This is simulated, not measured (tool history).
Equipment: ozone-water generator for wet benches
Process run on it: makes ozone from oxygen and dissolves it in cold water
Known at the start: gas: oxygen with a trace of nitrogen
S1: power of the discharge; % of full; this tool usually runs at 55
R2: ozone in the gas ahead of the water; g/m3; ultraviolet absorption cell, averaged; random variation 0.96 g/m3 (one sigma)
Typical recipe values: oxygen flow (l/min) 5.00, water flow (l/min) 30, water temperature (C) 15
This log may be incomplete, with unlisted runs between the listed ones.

run 1 hour=0.0 | S1=55 oxygen_flow_(l/min)=5.00 water_flow_(l/min)=30 water_temperature_(C)=15 | dissolved_ozone_(ppm)=15.7 R2=166.7
run 2 hour=29.2 | S1=55 oxygen_flow_(l/min)=5.00 water_flow_(l/min)=30 water_temperature_(C)=15 | dissolved_ozone_(ppm)=15.7 R2=166.8
run 3 hour=71.2 | S1=55 oxygen_flow_(l/min)=3.70 water_flow_(l/min)=30 water_temperature_(C)=15 | dissolved_ozone_(ppm)=15.4 R2=199.8
run 4 hour=108.4 | S1=55 oxygen_flow_(l/min)=5.00 water_flow_(l/min)=30 water_temperature_(C)=15 | dissolved_ozone_(ppm)=15.8 R2=167.0
run 5 hour=147.5 | S1=55 oxygen_flow_(l/min)=5.00 water_flow_(l/min)=37 water_temperature_(C)=15 | dissolved_ozone_(ppm)=13.2 R2=167.4
run 6 hour=176.6 | S1=55 oxygen_flow_(l/min)=5.00 water_flow_(l/min)=37 water_temperature_(C)=15 | dissolved_ozone_(ppm)=13.3 R2=165.9
run 7 hour=201.5 | S1=55 oxygen_flow_(l/min)=5.00 water_flow_(l/min)=37 water_temperature_(C)=15 | dissolved_ozone_(ppm)=13.1 R2=168.1
run 8 hour=229.9 | S1=55 oxygen_flow_(l/min)=5.00 water_flow_(l/min)=37 water_temperature_(C)=15 | dissolved_ozone_(ppm)=13.2 R2=166.9
run 9 hour=283.5 | S1=55 oxygen_flow_(l/min)=5.00 water_flow_(l/min)=37 water_temperature_(C)=15 | dissolved_ozone_(ppm)=13.1 R2=164.7
run 10 hour=314.7 | S1=55 oxygen_flow_(l/min)=5.00 water_flow_(l/min)=37 water_temperature_(C)=9 | dissolved_ozone_(ppm)=13.8 R2=166.7
run 11 hour=365.1 | S1=55 oxygen_flow_(l/min)=5.00 water_flow_(l/min)=30 water_temperature_(C)=15 | dissolved_ozone_(ppm)=15.6 R2=165.3
run 12 hour=396.9 | S1=55 oxygen_flow_(l/min)=5.00 water_flow_(l/min)=30 water_temperature_(C)=11 | dissolved_ozone_(ppm)=16.2 R2=164.4
run 13 hour=418.8 | S1=55 oxygen_flow_(l/min)=5.00 water_flow_(l/min)=30 water_temperature_(C)=11 | dissolved_ozone_(ppm)=16.2 R2=165.6
run 14 hour=452.7 | S1=55 oxygen_flow_(l/min)=5.00 water_flow_(l/min)=32 water_temperature_(C)=15 | dissolved_ozone_(ppm)=14.7 R2=165.4
run 15 hour=496.5 | S1=55 oxygen_flow_(l/min)=5.00 water_flow_(l/min)=32 water_temperature_(C)=15 | dissolved_ozone_(ppm)=14.8 R2=164.1
run 16 hour=525.4 | S1=79 oxygen_flow_(l/min)=5.50 water_flow_(l/min)=19 water_temperature_(C)=16 | dissolved_ozone_(ppm)=29.0 R2=207.8
run 17 hour=574.7 | S1=79 oxygen_flow_(l/min)=4.00 water_flow_(l/min)=19 water_temperature_(C)=16 | dissolved_ozone_(ppm)=28.7 R2=254.2
run 18 hour=622.2 | S1=74 oxygen_flow_(l/min)=4.45 water_flow_(l/min)=26 water_temperature_(C)=15 | dissolved_ozone_(ppm)=22.1 R2=224.6
run 19 hour=656.9 | S1=74 oxygen_flow_(l/min)=4.45 water_flow_(l/min)=26 water_temperature_(C)=15 | dissolved_ozone_(ppm)=21.9 R2=222.5
run 20 hour=692.1 | S1=60 oxygen_flow_(l/min)=5.48 water_flow_(l/min)=26 water_temperature_(C)=15 | dissolved_ozone_(ppm)=18.9 R2=167.8
run 21 hour=743.2 | S1=98 oxygen_flow_(l/min)=2.73 water_flow_(l/min)=46 water_temperature_(C)=20 | dissolved_ozone_(ppm)=14.9 R2=380.7
run 22 hour=785.9 | S1=50 oxygen_flow_(l/min)=7.30 water_flow_(l/min)=19 water_temperature_(C)=20 | dissolved_ozone_(ppm)=18.1 R2=120.4
run 23 hour=809.1 | S1=55 oxygen_flow_(l/min)=7.87 water_flow_(l/min)=20 water_temperature_(C)=15 | dissolved_ozone_(ppm)=20.2 R2=124.2

4 options for the next run, each taken on its own from the tool as it stands now. Forecast them:
run A hour=832.7 | S1=50 oxygen_flow_(l/min)=5.00 water_flow_(l/min)=20 water_temperature_(C)=9 | dissolved_ozone_(ppm)=? R2=?
run B hour=832.7 | S1=47 oxygen_flow_(l/min)=8.44 water_flow_(l/min)=19 water_temperature_(C)=15 | dissolved_ozone_(ppm)=? R2=?
run C hour=832.7 | S1=50 oxygen_flow_(l/min)=2.69 water_flow_(l/min)=20 water_temperature_(C)=22 | dissolved_ozone_(ppm)=? R2=?
run D hour=832.7 | S1=55 oxygen_flow_(l/min)=2.68 water_flow_(l/min)=20 water_temperature_(C)=9 | dissolved_ozone_(ppm)=? R2=?

run=A dissolved_ozone_(ppm)=20.9 R2=155.0
run=B dissolved_ozone_(ppm)=18.1 R2=104.8
run=C dissolved_ozone_(ppm)=17.8 R2=222.6
run=D dissolved_ozone_(ppm)=21.4 R2=240.4
Had the tool no hidden state, the same runs would have come out as:
run=A dissolved_ozone_(ppm)=21.8 R2=158.0
run=B dissolved_ozone_(ppm)=18.9 R2=106.7
run=C dissolved_ozone_(ppm)=18.6 R2=226.9
run=D dissolved_ozone_(ppm)=22.4 R2=245.5

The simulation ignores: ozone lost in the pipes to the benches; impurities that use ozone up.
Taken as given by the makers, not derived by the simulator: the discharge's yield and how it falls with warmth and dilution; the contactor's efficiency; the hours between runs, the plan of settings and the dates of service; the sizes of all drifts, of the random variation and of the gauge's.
